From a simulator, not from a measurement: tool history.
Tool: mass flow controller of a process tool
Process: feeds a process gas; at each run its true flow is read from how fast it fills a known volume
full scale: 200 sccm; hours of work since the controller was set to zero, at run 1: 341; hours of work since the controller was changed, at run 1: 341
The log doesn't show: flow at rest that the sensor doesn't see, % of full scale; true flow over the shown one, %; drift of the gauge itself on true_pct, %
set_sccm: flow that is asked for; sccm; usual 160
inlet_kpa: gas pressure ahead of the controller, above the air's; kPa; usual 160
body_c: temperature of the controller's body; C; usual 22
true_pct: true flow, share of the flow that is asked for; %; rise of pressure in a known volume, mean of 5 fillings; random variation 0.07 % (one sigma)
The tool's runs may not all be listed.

run	hour	set_sccm	inlet_kpa	body_c	hours of work since the controller was set to zero	hours of work since the controller was changed	true_pct
1	0	160	160	22	341	341	99.43
2	102.4	160	160	22	406	406	99.44
3	208.8	31	160	22	474	474	97.69
4	291.7	31	160	22	526	526	97.61
5	387.2	160	160	22	587	587	99.29
6	484.8	160	160	22	649	649	99.32
7	590.4	160	160	22	716	716	99.47

The next listed run, before its measurement:
8	723.2	21	234	35	800	800	?

true_pct: 96.99 %
Without the tool's hidden state the same run would have given true_pct 97.65 %.

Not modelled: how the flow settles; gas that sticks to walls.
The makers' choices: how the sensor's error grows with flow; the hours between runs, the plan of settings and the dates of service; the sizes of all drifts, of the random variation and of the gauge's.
